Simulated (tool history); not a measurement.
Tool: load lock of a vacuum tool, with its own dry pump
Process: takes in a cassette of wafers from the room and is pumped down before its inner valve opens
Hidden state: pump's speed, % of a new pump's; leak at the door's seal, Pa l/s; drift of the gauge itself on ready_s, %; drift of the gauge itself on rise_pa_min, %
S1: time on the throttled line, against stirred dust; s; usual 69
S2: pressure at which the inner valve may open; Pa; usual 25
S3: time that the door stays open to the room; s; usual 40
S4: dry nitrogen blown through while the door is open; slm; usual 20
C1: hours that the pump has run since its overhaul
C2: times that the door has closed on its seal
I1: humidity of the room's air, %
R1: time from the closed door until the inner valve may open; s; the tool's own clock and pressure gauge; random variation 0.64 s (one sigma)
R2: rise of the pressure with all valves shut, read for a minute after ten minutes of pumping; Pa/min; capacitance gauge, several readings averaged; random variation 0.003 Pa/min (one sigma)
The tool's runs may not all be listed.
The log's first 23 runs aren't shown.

run 24 day=69.279 | S1=43 S2=29 S3=30 S4=20 | C1=7017 C2=7826 | I1=46.8 | R1=72.8 R2=0.060
run 25 day=73.238 | S1=43 S2=29 S3=30 S4=20 | C1=7112 C2=8020 | I1=46.0 | R1=72.9 R2=0.057
run 26 day=77.396 | S1=49 S2=23 S3=40 S4=5 | C1=7212 C2=8223 | I1=42.7 | R1=79.0 R2=0.074
run 27 day=79.692 | S1=46 S2=25 S3=46 S4=34 | C1=7267 C2=8335 | I1=44.5 | R1=77.0 R2=0.056
run 28 day=83.379 | S1=46 S2=19 S3=46 S4=28 | C1=7355 C2=8516 | I1=40.5 | R1=78.2 R2=0.055
run 29 day=87.188 | S1=69 S2=39 S3=40 S4=5 | C1=7447 C2=8702 | I1=46.6 | R1=96.0 R2=0.080
run 30 day=89.725 | S1=69 S2=39 S3=40 S4=5 | C1=7508 C2=8826 | I1=42.0 | R1=95.3 R2=0.078
run 31 day=92.638 | S1=69 S2=25 S3=120 S4=20 | C1=7578 C2=8969 | I1=48.4 | R1=98.4 R2=0.088
run 32 day=96.829 | S1=70 S2=49 S3=120 S4=34 | C1=7678 C2=9174 | I1=41.8 | R1=94.4 R2=0.077
run 33 day=100.675 | S1=70 S2=49 S3=120 S4=34 | C1=7770 C2=9362 | I1=43.7 | R1=94.6 R2=0.071
run 34 day=102.888 | S1=105 S2=44 S3=26 S4=41 | C1=7824 C2=9470 | I1=43.3 | R1=128.1 R2=0.059
run 35 day=107.133 | S1=105 S2=44 S3=26 S4=41 | C1=7925 C2=9677 | I1=41.7 | R1=127.7 R2=0.055
run 36 day=110.525 | S1=105 S2=44 S3=26 S4=41 | C1=8007 C2=9843 | I1=45.7 | R1=128.0 R2=0.058
run 37 day=113.550 | S1=35 S2=20 S3=148 S4=7 | C1=8079 C2=9991 | I1=41.6 | R1=67.3 R2=0.114

3 ways to go on from here, each from the tool as it stands after run 37. What would each give?
run A day=117.379 | S1=94 S2=23 S3=148 S4=6 | C1=8171 C2=10179 | I1=45.8 | R1=? R2=?
run B day=117.379 | S1=69 S2=30 S3=60 S4=20 | C1=8171 C2=10179 | I1=45.9 | R1=? R2=?
run C day=117.379 | S1=49 S2=28 S3=44 S4=20 | C1=8171 C2=10179 | I1=46.8 | R1=? R2=?

run=A R1=120.3 R2=0.130
run=B R1=96.6 R2=0.076
run=C R1=78.2 R2=0.077
Without the tool's hidden state the same runs would have given:
run=A R1=117.5 R2=0.078
run=B R1=93.8 R2=0.025
run=C R1=75.2 R2=0.026

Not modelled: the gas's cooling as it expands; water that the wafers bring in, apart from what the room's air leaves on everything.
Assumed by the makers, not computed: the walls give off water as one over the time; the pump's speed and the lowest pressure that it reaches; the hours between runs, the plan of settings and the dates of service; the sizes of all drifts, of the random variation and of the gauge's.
